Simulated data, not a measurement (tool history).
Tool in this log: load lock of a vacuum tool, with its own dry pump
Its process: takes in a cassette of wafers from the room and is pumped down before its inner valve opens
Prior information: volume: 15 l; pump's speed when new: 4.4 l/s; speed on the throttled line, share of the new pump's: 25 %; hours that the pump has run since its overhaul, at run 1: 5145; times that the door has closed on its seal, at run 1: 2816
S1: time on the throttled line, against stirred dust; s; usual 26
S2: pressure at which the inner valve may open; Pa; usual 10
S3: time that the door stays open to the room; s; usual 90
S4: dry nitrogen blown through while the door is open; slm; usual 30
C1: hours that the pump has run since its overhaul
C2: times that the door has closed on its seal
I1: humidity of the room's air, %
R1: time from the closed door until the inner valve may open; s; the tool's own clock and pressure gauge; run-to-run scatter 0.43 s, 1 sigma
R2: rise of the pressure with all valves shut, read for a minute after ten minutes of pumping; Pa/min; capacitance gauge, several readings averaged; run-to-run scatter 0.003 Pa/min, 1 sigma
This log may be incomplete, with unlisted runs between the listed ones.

run	day	S1	S2	S3	S4	C1	C2	I1	R1	R2
1	0.000	26	10	90	30	5145	2816	45.6	51.1	0.046
2	2.625	22	10	90	30	5208	2988	42.9	48.7	0.046
3	5.942	22	10	90	30	5287	3206	46.3	49.0	0.051
4	8.150	26	10	29	30	5340	3351	46.9	51.5	0.035
5	9.833	26	10	29	30	5381	3462	41.2	51.7	0.030
6	12.583	26	10	29	30	5447	3643	47.0	51.5	0.035
7	16.071	26	10	29	30	5530	3872	44.0	52.1	0.032
8	18.833	26	10	29	30	5597	4053	40.8	51.4	0.030
9	21.292	26	11	29	30	5656	4215	42.8	51.4	0.030
10	22.938	26	10	90	30	5695	4323	43.1	51.8	0.047
11	25.029	26	10	90	30	5745	4460	42.3	51.8	0.046
12	26.600	26	10	90	30	5783	4563	46.5	51.8	0.053
13	30.400	26	10	90	30	5874	4813	42.5	50.8	0.048
14	34.208	26	10	90	30	5966	5064	45.0	51.4	0.050
15	35.804	26	10	90	30	6004	5168	47.0	51.7	0.050
16	38.196	26	10	90	30	6061	5325	44.6	51.6	0.054
17	41.454	26	10	90	30	6140	5539	46.0	51.9	0.049
18	43.662	26	10	90	30	6193	5684	47.2	51.7	0.051
19	45.267	26	10	90	30	6231	5790	44.0	51.4	0.053
20	46.988	18	10	90	30	6272	5903	42.1	45.3	0.045
21	50.258	24	8	132	5	6351	6118	44.8	50.5	0.102
22	51.917	24	8	132	5	6391	6227	41.2	51.3	0.091
23	53.717	24	8	132	5	6434	6345	44.8	51.1	0.101
24	57.075	24	8	57	5	6514	6566	44.9	51.0	0.065
25	58.683	19	10	99	30	6553	6671	46.4	46.0	0.056
26	60.654	19	10	99	30	6600	6801	46.0	46.1	0.049
27	63.817	19	10	99	30	6676	7009	47.8	46.4	0.056
28	67.562	19	10	99	30	6766	7255	46.0	46.8	0.056
29	69.583	19	10	99	30	6815	7388	45.5	46.3	0.049
30	72.167	26	14	90	30	6877	7557	47.4	51.3	0.051
31	74.096	18	14	109	14	6923	7684	48.8	44.3	0.079
32	76.596	17	20	114	5	6983	7848	46.5	41.8	0.097
33	78.721	21	20	114	29	7034	7988	48.4	45.5	0.051
34	82.233	21	8	114	29	7118	8219	44.3	47.9	0.054
35	84.858	26	9	58	5	7181	8391	40.2	51.9	0.067
36	87.112	21	17	53	15	7235	8539	44.5	45.8	0.045
37	90.742	21	17	53	15	7322	8777	43.9	46.6	0.050
38	92.821	26	13	31	30	7372	8914	44.5	50.6	0.031

Below are 3 alternative next runs, each starting from the tool's condition after run 38. Predict each:
A	95.138	26	14	90	30	7428	9066	46.6	?	?
B	95.138	26	9	160	11	7428	9066	49.8	?	?
C	95.138	37	10	50	30	7428	9066	46.2	?	?

run	R1	R2
A	50.3	0.050
B	51.9	0.096
C	59.7	0.039
What these runs would have given with no unlogged condition in the tool:
run	R1	R2
A	50.3	0.050
B	51.9	0.096
C	59.7	0.038
